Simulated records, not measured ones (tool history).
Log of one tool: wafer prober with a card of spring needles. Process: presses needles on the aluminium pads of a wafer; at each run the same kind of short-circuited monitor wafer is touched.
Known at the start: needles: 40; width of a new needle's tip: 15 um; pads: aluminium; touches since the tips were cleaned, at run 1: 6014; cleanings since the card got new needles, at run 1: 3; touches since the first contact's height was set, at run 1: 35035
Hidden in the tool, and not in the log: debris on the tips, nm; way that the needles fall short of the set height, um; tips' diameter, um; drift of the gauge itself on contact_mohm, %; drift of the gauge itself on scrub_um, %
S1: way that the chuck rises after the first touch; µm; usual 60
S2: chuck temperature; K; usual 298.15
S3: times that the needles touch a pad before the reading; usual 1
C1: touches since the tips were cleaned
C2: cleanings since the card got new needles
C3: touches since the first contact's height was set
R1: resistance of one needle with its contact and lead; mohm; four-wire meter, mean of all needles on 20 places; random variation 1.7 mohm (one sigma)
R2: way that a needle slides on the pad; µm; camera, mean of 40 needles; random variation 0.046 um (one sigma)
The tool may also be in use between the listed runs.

run,day,S1,S2,S3,C1,C2,C3,R1,R2
1,0.000,60,298.15,1,6014,3,35035,511,10.49
# day 0.533: tips cleaned on abrasive film
2,0.892,71,298.15,1,1434,4,38587,257,12.46
3,1.450,60,298.15,1,3664,4,40817,416,10.48
4,1.967,56,298.15,1,5736,4,42889,543,9.76
5,2.450,56,298.15,1,7669,4,44822,597,9.78
# day 2.596: tips cleaned on abrasive film
6,3.150,56,298.15,1,2226,5,47605,395,9.76
7,3.862,60,298.15,1,5082,5,50461,480,10.46
8,4.525,66,298.15,1,7732,5,53111,493,11.59
# day 4.658: tips cleaned on abrasive film
9,5.379,50,298.15,1,2878,6,56497,467,8.67
10,6.042,50,298.15,1,5537,6,59156,625,8.66
# day 6.696: tips cleaned on abrasive film
11,6.850,50,298.15,1,619,7,62374,276,8.65
12,7.329,60,298.15,1,2541,7,64296,368,10.50
13,7.700,60,298.15,1,4023,7,65778,438,10.42
14,8.212,60,298.15,1,6063,7,67818,515,10.32
# day 8.754: tips cleaned on abrasive film
15,9.079,60,298.15,1,1304,8,71271,300,10.37
16,9.592,60,327.15,1,3359,8,73326,413,10.36
17,10.388,62,298.15,1,6546,8,76513,514,10.76
# day 10.817: tips cleaned on abrasive film
18,10.817,62,298.15,1,0,9,78199,209,10.66
19,11.325,51,298.15,1,2047,9,80246,434,8.76
20,12.208,51,376.15,1,5570,9,83769,592,8.84
# day 12.850: tips cleaned on abrasive film
21,12.896,54,326.15,2,180,10,86502,226,9.32
22,13.279,60,298.15,3,1711,10,88033,234,10.42
# day 13.358: height of the first contact set anew
23,13.817,60,298.15,3,3812,10,1831,274,10.38
24,14.183,45,380.15,2,5289,10,3308,504,7.72
25,14.862,71,317.15,3,8006,10,6025,283,12.16
# day 14.933: tips cleaned on abrasive film
26,15.650,45,322.15,1,2873,11,9161,578,7.70
27,16.246,45,304.15,1,5251,11,11539,759,7.65
# day 17.008: tips cleaned on abrasive film
28,17.146,60,298.15,2,551,12,15121,233,10.32
29,17.912,40,309.15,2,3611,12,18181,539,6.82
# day 18.367: height of the first contact set anew, once more
30,18.462,44,345.15,2,5768,12,385,528,7.76
31,18.917,42,300.15,1,7592,12,2209,921,7.36
# day 19.117: tips cleaned on abrasive film
32,19.683,42,300.15,2,2276,13,5261,387,7.29
33,20.167,59,369.15,1,4204,13,7189,446,10.33
34,20.762,55,302.15,2,6579,13,9564,433,9.67
# day 21.179: tips cleaned on abrasive film
35,21.246,55,302.15,2,258,14,11480,217,9.62

3 ways to go on from here, each from the tool as it stands after run 35. What would each give?
A,21.967,55,302.15,2,3150,14,14372,?,?
B,21.967,55,368.15,1,3150,14,14372,?,?
C,21.967,60,298.15,3,3150,14,14372,?,?

run,R1,R2
A,342,9.67
B,437,9.61
C,261,10.49
Without the tool's hidden state the same runs would have given:
run,R1,R2
A,177,9.69
B,193,9.63
C,176,10.51

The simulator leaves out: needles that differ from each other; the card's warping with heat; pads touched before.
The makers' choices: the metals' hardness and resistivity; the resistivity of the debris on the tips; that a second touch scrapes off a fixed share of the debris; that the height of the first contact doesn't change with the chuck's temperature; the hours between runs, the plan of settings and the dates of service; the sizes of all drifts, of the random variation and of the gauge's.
